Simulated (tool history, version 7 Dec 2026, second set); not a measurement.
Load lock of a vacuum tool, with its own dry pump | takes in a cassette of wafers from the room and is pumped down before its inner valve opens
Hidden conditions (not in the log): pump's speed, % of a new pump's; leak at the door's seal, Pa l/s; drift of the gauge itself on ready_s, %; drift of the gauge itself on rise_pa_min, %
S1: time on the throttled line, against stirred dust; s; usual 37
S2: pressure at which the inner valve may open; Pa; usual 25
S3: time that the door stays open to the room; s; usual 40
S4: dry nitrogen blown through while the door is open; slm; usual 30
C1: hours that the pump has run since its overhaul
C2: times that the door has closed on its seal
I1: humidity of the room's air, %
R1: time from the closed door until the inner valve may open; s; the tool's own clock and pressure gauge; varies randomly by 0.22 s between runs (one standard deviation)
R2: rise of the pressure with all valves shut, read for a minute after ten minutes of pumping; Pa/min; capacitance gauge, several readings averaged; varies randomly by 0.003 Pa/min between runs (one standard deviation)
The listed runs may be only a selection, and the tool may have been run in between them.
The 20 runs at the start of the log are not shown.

run,hour,S1,S2,S3,S4,C1,C2,I1,R1,R2
21,2410.4,29,32,160,30,4808,8112,44.6,62.5,0.101
22,2557.1,30,25,40,37,4954,8628,45.2,64.3,0.079
23,2720,30,25,40,18,5117,9200,43.1,64.3,0.096
24,2856.7,30,25,40,18,5254,9680,47,64.5,0.108
25,2951.3,70,25,103,12,5348,10013,44.1,97.1,0.128
26,3107.6,61,35,162,16,5505,10562,47.3,88.2,0.148
27,3179.2,50,35,27,9,5576,10814,45.4,79.3,0.118
28,3297.1,37,19,79,30,5694,11228,46.9,72,0.12
29,3398.7,37,19,79,30,5796,11585,47.5,71.6,0.131
30,3565.3,22,38,112,4,5963,12170,48.5,56.3,0.166

Run 31 has not been measured yet. What should we expect?
31,3717.6,37,26,215,30,6115,12705,44,?,?

{"run 31": {"R1": 70.3, "R2": 0.159}}
Without the tool's hidden state the same run would have given R1 68.3 s, R2 0.051 Pa/min.
